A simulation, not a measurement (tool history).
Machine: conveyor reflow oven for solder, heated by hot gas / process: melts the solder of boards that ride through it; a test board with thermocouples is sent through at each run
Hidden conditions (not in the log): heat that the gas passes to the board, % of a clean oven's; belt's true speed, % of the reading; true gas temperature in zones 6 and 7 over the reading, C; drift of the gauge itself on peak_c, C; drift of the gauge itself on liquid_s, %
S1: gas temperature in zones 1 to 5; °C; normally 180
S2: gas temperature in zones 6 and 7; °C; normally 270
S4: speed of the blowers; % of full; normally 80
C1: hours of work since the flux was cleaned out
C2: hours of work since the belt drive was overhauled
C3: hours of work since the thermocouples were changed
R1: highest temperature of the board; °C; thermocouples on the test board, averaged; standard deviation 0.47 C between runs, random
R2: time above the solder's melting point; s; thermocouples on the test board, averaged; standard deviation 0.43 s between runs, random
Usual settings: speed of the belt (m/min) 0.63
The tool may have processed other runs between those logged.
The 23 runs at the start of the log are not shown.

Run 24, day 20.654: usual settings but S2 279 °C, speed of the belt (m/min) 0.722, S4 54 % of full; C1 252; C2 674; C3 647. Result: R1 246.5 °C, R2 44.7 s.
Run 25, day 21.829: usual settings but S2 279 °C, speed of the belt (m/min) 0.722, S4 51 % of full; C1 263; C2 686; C3 658. Result: R1 245.1 °C, R2 42.8 s.
Run 26, day 22.379: usual settings but S1 194 °C, speed of the belt (m/min) 0.7; C1 269; C2 691; C3 664. Result: R1 251.9 °C, R2 58.7 s.
Run 27, day 23.096: usual settings but S1 165 °C, S4 55 % of full; C1 276; C2 698; C3 671. Result: R1 242 °C, R2 43.4 s.
Run 28, day 24.167: usual settings but S1 187 °C, S4 55 % of full; C1 286; C2 708; C3 681. Result: R1 247.7 °C, R2 57 s.
Run 29, day 24.879: usual settings but S1 187 °C, S4 55 % of full; C1 293; C2 715; C3 688. Result: R1 247.3 °C, R2 57.1 s.
Run 30, day 25.879: usual settings but S1 187 °C, S2 277 °C, S4 58 % of full; C1 302; C2 725; C3 697. Result: R1 253.6 °C, R2 62.4 s.
Run 31, day 26.862: usual settings but S1 178 °C, S2 269 °C, speed of the belt (m/min) 0.675, S4 62 % of full; C1 312; C2 734; C3 707. Result: R1 244 °C, R2 46.3 s.

Here are 3 independent what-if runs from the current tool condition. What would each one return?
Run A, day 27.65: usual settings but S1 191 °C, speed of the belt (m/min) 0.554; C1 319; C2 742; C3 714. Result: R1 ?, R2 ?.
Run B, day 27.65: usual settings but S1 178 °C, S2 269 °C, speed of the belt (m/min) 0.675, S4 71 % of full; C1 319; C2 742; C3 714. Result: R1 ?, R2 ?.
Run C, day 27.65: usual settings but S1 172 °C, S2 269 °C, speed of the belt (m/min) 0.666, S4 62 % of full; C1 319; C2 742; C3 714. Result: R1 ?, R2 ?.

run     R1    R2
  A  257.5  78.7
  B  246.1  49.7
  C  243.2  43.8
What these runs would have given with no unlogged condition in the tool:
run     R1    R2
  A  260.4  79.4
  B  249.5  52.1
  C  246.5  46.7
